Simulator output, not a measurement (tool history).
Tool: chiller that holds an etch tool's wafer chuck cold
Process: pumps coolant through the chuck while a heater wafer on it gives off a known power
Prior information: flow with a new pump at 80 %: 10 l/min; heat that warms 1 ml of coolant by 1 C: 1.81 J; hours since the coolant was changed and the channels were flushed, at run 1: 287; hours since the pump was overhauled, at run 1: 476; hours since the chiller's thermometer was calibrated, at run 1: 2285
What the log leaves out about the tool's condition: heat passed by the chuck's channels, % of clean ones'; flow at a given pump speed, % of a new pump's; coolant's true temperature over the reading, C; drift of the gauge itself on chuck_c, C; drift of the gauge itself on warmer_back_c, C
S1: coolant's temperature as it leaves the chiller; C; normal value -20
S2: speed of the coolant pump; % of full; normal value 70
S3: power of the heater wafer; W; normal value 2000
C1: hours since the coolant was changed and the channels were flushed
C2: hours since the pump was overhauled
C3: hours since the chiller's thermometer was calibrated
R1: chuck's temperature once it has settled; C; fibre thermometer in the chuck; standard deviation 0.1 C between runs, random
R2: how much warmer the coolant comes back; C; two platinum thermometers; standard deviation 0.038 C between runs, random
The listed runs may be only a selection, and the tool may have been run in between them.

Run 1, hour 0.0: usual settings; C1 287; C2 476; C3 2285. Result: R1 2.0 C, R2 7.68 C.
Run 2, hour 55.4: usual settings but S3 2196 W; C1 343; C2 531; C3 2341. Result: R1 4.1 C, R2 8.51 C.
Run 3, hour 121.6: usual settings but S3 2196 W; C1 409; C2 597; C3 2407. Result: R1 4.2 C, R2 8.43 C.
Run 4, hour 179.4: usual settings but S3 2196 W; C1 467; C2 655; C3 2465. Result: R1 4.2 C, R2 8.42 C.
Run 5, hour 234.9: usual settings but S3 2196 W; C1 522; C2 711; C3 2520. Result: R1 4.1 C, R2 8.42 C.
Run 6, hour 269.8: usual settings but S3 2196 W; C1 557; C2 746; C3 2555. Result: R1 4.3 C, R2 8.50 C.
Run 7, hour 299.8: usual settings but S3 2196 W; C1 587; C2 775; C3 2585. Result: R1 4.3 C, R2 8.43 C.
Run 8, hour 357.9: usual settings but S1 -29 C, S3 1015 W; C1 645; C2 834; C3 2643. Result: R1 -18.0 C, R2 3.92 C.
Run 9, hour 418.5: usual settings but S1 -29 C, S3 1015 W; C1 706; C2 894; C3 2704. Result: R1 -17.9 C, R2 3.89 C.
At hour 472.3: chiller's thermometer calibrated.
Run 10, hour 473.4: usual settings but S2 60 % of full; C1 760; C2 948; C3 1. Result: R1 4.4 C, R2 9.20 C.

Hidden condition of the tool, last listed run before each entry between runs versus first listed run after:
After run 9, before run 10: chiller's thermometer calibrated (hour 472.3)
  no difference in the tool's unlogged condition between these two runs
